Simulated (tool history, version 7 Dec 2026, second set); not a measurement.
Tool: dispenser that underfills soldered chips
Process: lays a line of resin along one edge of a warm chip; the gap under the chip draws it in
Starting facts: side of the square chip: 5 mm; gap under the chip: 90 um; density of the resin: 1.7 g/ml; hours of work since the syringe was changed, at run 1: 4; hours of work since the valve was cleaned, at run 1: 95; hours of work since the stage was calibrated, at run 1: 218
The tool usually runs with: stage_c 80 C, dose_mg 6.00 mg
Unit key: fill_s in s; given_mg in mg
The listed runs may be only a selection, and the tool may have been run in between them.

run     day  stage_c  dose_mg  hours of work since the syringe was changed  hours of work since the valve was cleaned  hours of work since the stage was calibrated  fill_s  given_mg
  1   0.000       80     6.00                                            4                                         95                                           218    31.3      5.81
      0.325  -- new syringe of resin
  2   0.338       95     6.00                                            0                                         99                                           222    11.3      5.76
  3   0.683       95     6.00                                            5                                        105                                           228    17.1      5.77
      0.954  -- new syringe of resin
  4   1.117       95     6.00                                            2                                        111                                           234    13.7      5.84
      1.583  -- new syringe of resin
  5   1.596       95     6.00                                            0                                        118                                           241    11.9      5.75
  6   2.029       91     6.00                                            7                                        124                                           248    24.4      5.75
      2.200  -- new syringe of resin
  7   2.267       91     6.00                                            1                                        128                                           251    14.2      5.72
  8   2.604       91     6.00                                            6                                        133                                           256    22.3      5.64
      2.825  -- new syringe of resin
  9   2.962       80     6.00                                            2                                        138                                           261    24.7      5.80
 10   3.212       80     6.00                                            6                                        142                                           265    35.7      5.71
      3.429  -- dispensing valve cleaned and set on the balance
      3.483  -- new syringe of resin
 11   3.583       80     6.00                                            2                                          2                                           270    24.4      6.02
 12   3.971       80     6.90                                            7                                          8                                           276    39.8      6.85
      4.083  -- new syringe of resin
 13   4.346       80     6.90                                            4                                         13                                           281    29.3      6.85
 14   4.654       80     6.90                                            9                                         18                                           286    42.7      6.85
      4.692  -- new syringe of resin
 15   4.900       84     6.45                                            3                                         22                                           289    23.3      6.41
      5.325  -- new syringe of resin
 16   5.412       68     6.71                                            1                                         29                                           297    43.1      6.71
 17   5.812       77     6.71                                            7                                         35                                           303    46.7      6.63
      5.933  -- new syringe of resin
 18   6.196       77     5.98                                            4                                         41                                           308    34.1      5.99
      6.550  -- new syringe of resin
 19   6.738       77     5.98                                            3                                         49                                           316    32.1      5.85
 20   7.121       79     6.43                                            9                                         54                                           322    47.4      6.29
      7.158  -- new syringe of resin
 21   7.604       73     5.13                                            7                                         61                                           329    57.4      5.01
      7.779  -- new syringe of resin
 22   7.925       92     7.29                                            2                                         66                                           334    14.8      7.17
 23   8.212       92     7.29                                            7                                         70                                           338    22.9      7.04
      8.392  -- new syringe of resin
 24   8.667       92     7.29                                            4                                         77                                           345    17.7      7.10
      8.992  -- new syringe of resin
 25   9.167       85     6.79                                            3                                         84                                           352    21.6      6.59
 26   9.567       80     5.37                                            9                                         90                                           358    46.5      5.21
      9.608  -- new syringe of resin
 27   9.996       80     5.37                                            6                                         97                                           364    37.5      5.18
     10.212  -- new syringe of resin
 28  10.371       87     7.57                                            2                                        102                                           370    19.4      7.28

What if the next run were any one of these 4? Each begins from the tool's condition after run 28:
  A  10.612       80     5.21                                            6                                        106                                           373       ?         ?
  B  10.612       75     6.48                                            6                                        106                                           373       ?         ?
  C  10.612       91     7.57                                            6                                        106                                           373       ?         ?
  D  10.612       78     7.57                                            6                                        106                                           373       ?         ?

run  fill_s  given_mg
  A    39.0      4.99
  B    47.6      6.23
  C    22.6      7.31
  D    40.2      7.32
What these runs would have given with no unlogged condition in the tool:
run  fill_s  given_mg
  A    21.5      5.19
  B    26.5      6.48
  C    12.7      7.61
  D    22.4      7.61
